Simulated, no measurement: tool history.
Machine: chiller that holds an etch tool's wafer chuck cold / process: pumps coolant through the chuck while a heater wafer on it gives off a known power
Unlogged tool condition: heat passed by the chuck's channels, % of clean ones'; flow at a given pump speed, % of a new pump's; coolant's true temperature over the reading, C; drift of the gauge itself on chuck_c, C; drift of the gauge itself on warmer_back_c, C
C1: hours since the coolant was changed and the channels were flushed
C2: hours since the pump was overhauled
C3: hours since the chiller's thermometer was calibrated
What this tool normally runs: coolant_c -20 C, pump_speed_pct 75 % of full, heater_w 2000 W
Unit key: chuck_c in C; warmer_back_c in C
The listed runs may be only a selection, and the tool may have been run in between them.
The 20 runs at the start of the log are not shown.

Run 21, hour 1602.9: usual settings but pump_speed_pct 71 % of full; C1 3959; C2 2575; C3 1397. Result: chuck_c 3.0 C, warmer_back_c 8.41 C.
Run 22, hour 1668.9: usual settings but pump_speed_pct 87 % of full, heater_w 1973 W; C1 4025; C2 2641; C3 1463. Result: chuck_c -0.2 C, warmer_back_c 6.65 C.
Run 23, hour 1728.5: usual settings but pump_speed_pct 91 % of full, heater_w 1019 W; C1 4085; C2 2701; C3 1523. Result: chuck_c -9.9 C, warmer_back_c 3.28 C.
Run 24, hour 1817.3: usual settings but pump_speed_pct 91 % of full, heater_w 1019 W; C1 4173; C2 2790; C3 1612. Result: chuck_c -10.1 C, warmer_back_c 3.22 C.
Run 25, hour 1889.1: usual settings; C1 4245; C2 2861; C3 1684. Result: chuck_c 2.2 C, warmer_back_c 7.91 C.
Run 26, hour 1966.7: usual settings but pump_speed_pct 63 % of full, heater_w 1352 W; C1 4323; C2 2939; C3 1761. Result: chuck_c -3.1 C, warmer_back_c 6.44 C.
Run 27, hour 2039.7: usual settings but pump_speed_pct 63 % of full, heater_w 1352 W; C1 4396; C2 3012; C3 1834. Result: chuck_c -3.0 C, warmer_back_c 6.48 C.
Run 28, hour 2128.0: usual settings but coolant_c -23 C, pump_speed_pct 91 % of full, heater_w 1352 W; C1 4484; C2 3100; C3 1923. Result: chuck_c -9.9 C, warmer_back_c 4.39 C.
Run 29, hour 2228.1: usual settings but coolant_c -19 C, pump_speed_pct 82 % of full, heater_w 2842 W; C1 4584; C2 3200; C3 2023. Result: chuck_c 10.8 C, warmer_back_c 10.27 C.
Run 30, hour 2277.7: usual settings but coolant_c -19 C, pump_speed_pct 82 % of full, heater_w 2842 W; C1 4634; C2 3250; C3 2072. Result: chuck_c 10.9 C, warmer_back_c 10.25 C.
Run 31, hour 2326.0: usual settings but coolant_c -19 C, pump_speed_pct 98 % of full, heater_w 2842 W; C1 4682; C2 3298; C3 2121. Result: chuck_c 7.4 C, warmer_back_c 8.38 C.

Consider 5 possible next runs. They are alternatives, not a sequence: every one starts from the tool as it was left by run 31. What does each give?
Run A, hour 2411.0: usual settings but coolant_c -16 C, pump_speed_pct 87 % of full, heater_w 1817 W; C1 4767; C2 3383; C3 2206. Result: chuck_c ?, warmer_back_c ?.
Run B, hour 2411.0: usual settings but coolant_c -18 C, pump_speed_pct 98 % of full, heater_w 2399 W; C1 4767; C2 3383; C3 2206. Result: chuck_c ?, warmer_back_c ?.
Run C, hour 2411.0: usual settings but coolant_c -19 C, pump_speed_pct 96 % of full; C1 4767; C2 3383; C3 2206. Result: chuck_c ?, warmer_back_c ?.
Run D, hour 2411.0: usual settings but coolant_c -13 C, pump_speed_pct 78 % of full, heater_w 2842 W; C1 4767; C2 3383; C3 2206. Result: chuck_c ?, warmer_back_c ?.
Run E, hour 2411.0: usual settings but coolant_c -26 C, pump_speed_pct 65 % of full; C1 4767; C2 3383; C3 2206. Result: chuck_c ?, warmer_back_c ?.

run  chuck_c  warmer_back_c
  A      2.2           6.15
  B      4.4           7.09
  C      0.0           6.02
  D     17.9          10.79
  E     -1.5           9.14
With no hidden state in the tool, these same runs would have given:
run  chuck_c  warmer_back_c
  A      2.2           6.15
  B      4.3           7.09
  C      0.0           6.02
  D     17.9          10.78
  E     -1.5           9.13
